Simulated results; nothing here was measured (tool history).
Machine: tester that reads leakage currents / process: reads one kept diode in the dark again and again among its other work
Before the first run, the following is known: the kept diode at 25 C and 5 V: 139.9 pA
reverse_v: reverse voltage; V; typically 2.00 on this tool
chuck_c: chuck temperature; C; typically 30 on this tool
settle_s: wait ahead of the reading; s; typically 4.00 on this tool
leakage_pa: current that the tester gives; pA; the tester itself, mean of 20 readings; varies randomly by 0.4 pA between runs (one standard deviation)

run	day	reverse_v	chuck_c	settle_s	leakage_pa
1	0.000	2.00	30	4.00	132.59
2	1.962	2.00	30	4.00	132.67
3	5.004	2.00	30	4.00	132.26
4	9.112	2.00	30	4.00	132.40
5	12.654	2.00	30	4.00	131.45
6	16.071	2.00	30	4.00	131.75
7	18.812	2.00	30	4.00	132.15
8	21.888	4.76	27	1.06	164.03
9	25.012	4.76	27	1.06	164.01
10	28.888	4.76	27	1.06	163.00
11	32.521	14.87	28	0.45	335.86
12	34.879	14.87	28	0.45	337.53

The log once held 1 entry between its listed runs, left out of this copy. Where does each go, and what is different about the tool's unlogged condition between the listed run before it and the listed run after it?
Runs 9 to 10: chuck's temperature calibrated (day 25.738)
  stray current of the dirty probe card, pA a volt: 0.023 -> 0.024; true chuck temperature over the reading, C: 0.02 -> 0
